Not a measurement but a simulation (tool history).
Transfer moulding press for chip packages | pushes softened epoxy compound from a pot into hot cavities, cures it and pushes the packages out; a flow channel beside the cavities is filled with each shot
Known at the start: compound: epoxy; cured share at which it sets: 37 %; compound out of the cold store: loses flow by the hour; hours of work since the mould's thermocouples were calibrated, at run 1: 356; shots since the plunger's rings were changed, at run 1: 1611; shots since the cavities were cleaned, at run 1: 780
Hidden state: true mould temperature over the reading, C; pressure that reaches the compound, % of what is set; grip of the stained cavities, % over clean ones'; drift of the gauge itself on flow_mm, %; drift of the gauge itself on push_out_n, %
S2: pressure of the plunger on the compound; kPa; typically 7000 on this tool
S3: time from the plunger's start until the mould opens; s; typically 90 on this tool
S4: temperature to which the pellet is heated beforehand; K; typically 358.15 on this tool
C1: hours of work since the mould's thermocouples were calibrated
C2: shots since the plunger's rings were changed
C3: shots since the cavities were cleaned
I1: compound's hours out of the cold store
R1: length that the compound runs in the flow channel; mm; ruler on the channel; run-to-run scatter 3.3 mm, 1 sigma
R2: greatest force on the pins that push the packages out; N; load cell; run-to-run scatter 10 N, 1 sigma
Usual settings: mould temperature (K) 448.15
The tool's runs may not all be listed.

Run 1, hour 0.0: usual settings; C1 356; C2 1611; C3 780; I1 48.0. Result: R1 882 mm, R2 500 N.
Run 2, hour 25.2: usual settings; C1 369; C2 1853; C3 1022; I1 42.9. Result: R1 897 mm, R2 492 N.
At hour 36.2: cavities cleaned with cleaning compound and waxed.
Run 3, hour 64.2: usual settings but mould temperature (K) 446.15; C1 390; C2 2214; C3 270; I1 17.5. Result: R1 1010 mm, R2 546 N.
Run 4, hour 94.8: usual settings but mould temperature (K) 446.15, S4 351.15 K; C1 406; C2 2508; C3 564; I1 8.2. Result: R1 1056 mm, R2 576 N.
Run 5, hour 117.4: usual settings but S2 7110 kPa; C1 419; C2 2725; C3 781; I1 44.8. Result: R1 902 mm, R2 476 N.
At hour 153.8: cavities cleaned with cleaning compound and waxed.
Run 6, hour 157.5: usual settings; C1 440; C2 3097; C3 36; I1 15.1. Result: R1 1019 mm, R2 488 N.
Run 7, hour 181.5: usual settings; C1 453; C2 3328; C3 267; I1 14.9. Result: R1 1013 mm, R2 491 N.
Run 8, hour 200.0: usual settings; C1 463; C2 3506; C3 445; I1 47.5. Result: R1 884 mm, R2 496 N.
Run 9, hour 230.7: usual settings but S2 5520 kPa; C1 479; C2 3801; C3 740; I1 44.2. Result: R1 798 mm, R2 470 N.
At hour 235.6: plunger's sealing rings changed.
At hour 273.8: cavities cleaned with cleaning compound and waxed.
Run 10, hour 274.4: usual settings but mould temperature (K) 447.15; C1 501; C2 359; C3 5; I1 38.1. Result: R1 926 mm, R2 500 N.
Run 11, hour 296.1: usual settings but mould temperature (K) 447.15, S3 106 s; C1 512; C2 568; C3 214; I1 22.2. Result: R1 990 mm, R2 447 N.
At hour 317.1: mould's thermocouples calibrated.
Run 12, hour 318.0: usual settings; C1 0; C2 759; C3 405; I1 17.3. Result: R1 1003 mm, R2 512 N.
Run 13, hour 348.0: usual settings; C1 17; C2 1048; C3 694; I1 25.1. Result: R1 972 mm, R2 492 N.
Run 14, hour 389.5: usual settings; C1 39; C2 1447; C3 1093; I1 27.6. Result: R1 958 mm, R2 492 N.
At hour 394.7: cavities cleaned with cleaning compound and waxed.
Run 15, hour 419.9: usual settings; C1 55; C2 1725; C3 242; I1 35.2. Result: R1 930 mm, R2 484 N.
Run 16, hour 443.5: usual settings but S2 7730 kPa, S4 367.15 K; C1 68; C2 1952; C3 469; I1 32.2. Result: R1 986 mm, R2 488 N.

What will run 17 give?
Run 17, hour 476.9: usual settings but S4 367.15 K; C1 86; C2 2273; C3 790; I1 17.1. Result: R1 ?, R2 ?.

{"run 17": {"R1": 1003, "R2": 495}}
On a tool with no hidden condition, and with the same random variation, this run would have come out at R1 1003 mm, R2 490 N.

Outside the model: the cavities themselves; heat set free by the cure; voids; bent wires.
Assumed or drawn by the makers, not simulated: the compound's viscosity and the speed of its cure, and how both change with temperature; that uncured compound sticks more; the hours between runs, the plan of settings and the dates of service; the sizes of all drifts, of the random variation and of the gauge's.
